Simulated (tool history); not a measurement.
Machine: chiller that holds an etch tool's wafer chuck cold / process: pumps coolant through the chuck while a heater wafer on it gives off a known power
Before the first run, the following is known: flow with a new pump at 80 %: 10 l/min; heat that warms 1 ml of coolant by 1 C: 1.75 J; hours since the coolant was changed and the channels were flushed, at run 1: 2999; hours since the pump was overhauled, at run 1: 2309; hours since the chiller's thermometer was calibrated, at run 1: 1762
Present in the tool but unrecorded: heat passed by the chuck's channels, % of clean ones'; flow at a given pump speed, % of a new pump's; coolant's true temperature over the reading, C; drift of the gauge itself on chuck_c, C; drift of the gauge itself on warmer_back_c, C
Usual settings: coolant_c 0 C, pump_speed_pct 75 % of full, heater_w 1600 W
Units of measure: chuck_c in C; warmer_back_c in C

run	hour	coolant_c	pump_speed_pct	heater_w	hours since the coolant was changed and the channels were flushed	hours since the pump was overhauled	hours since the chiller's thermometer was calibrated	chuck_c	warmer_back_c
1	0	0	75	1600	2999	2309	1762	18.8	6.01
2	36.2	0	75	1600	3035	2345	1799	18.7	6.01
3	69.1	0	75	1600	3068	2378	1832	18.9	6
4	99.8	0	75	1600	3098	2408	1862	18.8	5.97
5	131.9	0	75	1600	3130	2440	1894	19	5.98
6	157.3	0	75	1600	3156	2466	1920	19.1	6.01
7	197.1	0	69	1136	3196	2506	1960	14.3	4.64
8	251.6	5	82	1089	3250	2560	2014	17.3	3.74
9	286.2	5	82	1089	3285	2595	2049	17.3	3.72

Run 10 comes next. What will it give?
10	323.3	5	82	1931	3322	2632	2086	?	?

{"run 10": {"chuck_c": 26.4, "warmer_back_c": 6.61}}
Minus the tool's unlogged condition, the same run would have read chuck_c 23.2 C, warmer_back_c 6.41 C.
